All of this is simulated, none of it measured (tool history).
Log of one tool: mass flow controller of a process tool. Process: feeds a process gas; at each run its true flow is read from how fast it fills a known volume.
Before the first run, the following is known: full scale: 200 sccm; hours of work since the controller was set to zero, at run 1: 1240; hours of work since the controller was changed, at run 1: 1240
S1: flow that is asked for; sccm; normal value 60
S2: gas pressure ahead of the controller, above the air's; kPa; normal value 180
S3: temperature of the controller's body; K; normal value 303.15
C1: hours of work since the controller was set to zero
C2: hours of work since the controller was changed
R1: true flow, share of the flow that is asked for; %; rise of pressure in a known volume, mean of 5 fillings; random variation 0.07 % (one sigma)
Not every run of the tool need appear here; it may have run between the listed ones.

run	hour	S1	S2	S3	C1	C2	R1
1	0	60	180	303.15	1240	1240	99.27
2	89	60	180	303.15	1278	1278	99.3
3	174.3	60	180	303.15	1314	1314	99.42
4	258.8	60	180	301.15	1350	1350	99.17
5	346.9	60	180	301.15	1388	1388	99.25
6	431.1	60	180	301.15	1424	1424	99.27
7	502.8	60	180	302.15	1454	1454	99.41
8	558.8	60	240	303.15	1478	1478	99.75
9	615	60	240	303.15	1502	1502	99.91
10	656.8	60	180	303.15	1520	1520	99.39
11	704.4	60	180	303.15	1540	1540	99.44
12	776	60	167	303.15	1570	1570	99.22
13	862.4	60	167	303.15	1607	1607	99.3
14	904.6	60	180	303.15	1625	1625	99.45
15	959.3	60	180	303.15	1648	1648	99.48
16	1038.2	60	180	303.15	1682	1682	99.55
17	1127.4	60	180	303.15	1720	1720	99.29
18	1195.1	26	180	303.15	1749	1749	100.09
19	1265.3	60	180	303.15	1778	1778	99.54
20	1338	60	180	298.15	1809	1809	99.59
21	1424.1	60	180	298.15	1846	1846	99.7
22	1488.1	60	257	303.15	1873	1873	100.34
23	1541.5	60	257	303.15	1896	1896	100.13
24	1627.8	60	208	303.15	1933	1933	100.04
25	1672.7	72	191	303.15	1952	1952	99.83
26	1718	119	245	310.15	1971	1971	100.63
27	1786.7	119	245	310.15	2000	2000	100.7
28	1875.2	119	245	310.15	2038	2038	100.68
29	1932.9	119	245	310.15	2062	2062	100.75
30	1977.9	60	162	311.15	2082	2082	99.84
31	2055.9	56	237	303.15	2115	2115	100.32
32	2106.5	170	237	301.15	2136	2136	101.12
33	2187.1	170	237	301.15	2170	2170	101.08
34	2243.2	170	237	301.15	2194	2194	101.12
35	2317.7	47	180	301.15	2226	2226	100
36	2408	27	196	312.15	2264	2264	101.06
37	2470.1	52	231	296.15	2291	2291	100.13
38	2560.2	60	257	305.15	2329	2329	100.62
39	2638.6	60	257	298.15	2363	2363	100.45
40	2698.2	40	153	297.15	2388	2388	100.06
41	2762.7	41	263	300.15	2415	2415	100.84
42	2818.4	26	232	300.15	2439	2439	101.33
43	2893.1	60	180	303.15	2471	2471	99.96
44	2934.7	103	151	296.15	2488	2488	99.89
45	3026.7	24	219	294.15	2528	2528	101.35
46	3091.7	24	171	299.15	2555	2555	101.02
47	3158.5	22	155	303.15	2584	2584	101.31
48	3230.9	26	188	303.15	2614	2614	101.12

Forecast each of these 5 alternatives for the next run:
A	3317.8	60	148	302.15	2651	2651	?
B	3317.8	25	180	303.15	2651	2651	?
C	3317.8	60	180	308.15	2651	2651	?
D	3317.8	170	180	303.15	2651	2651	?
E	3317.8	99	185	303.15	2651	2651	?

run	R1
A	99.71
B	101.32
C	100.14
D	100.82
E	100.29
With no hidden state in the tool, these same runs would have given:
run	R1
A	97.72
B	97.75
C	98.15
D	99.56
E	98.74
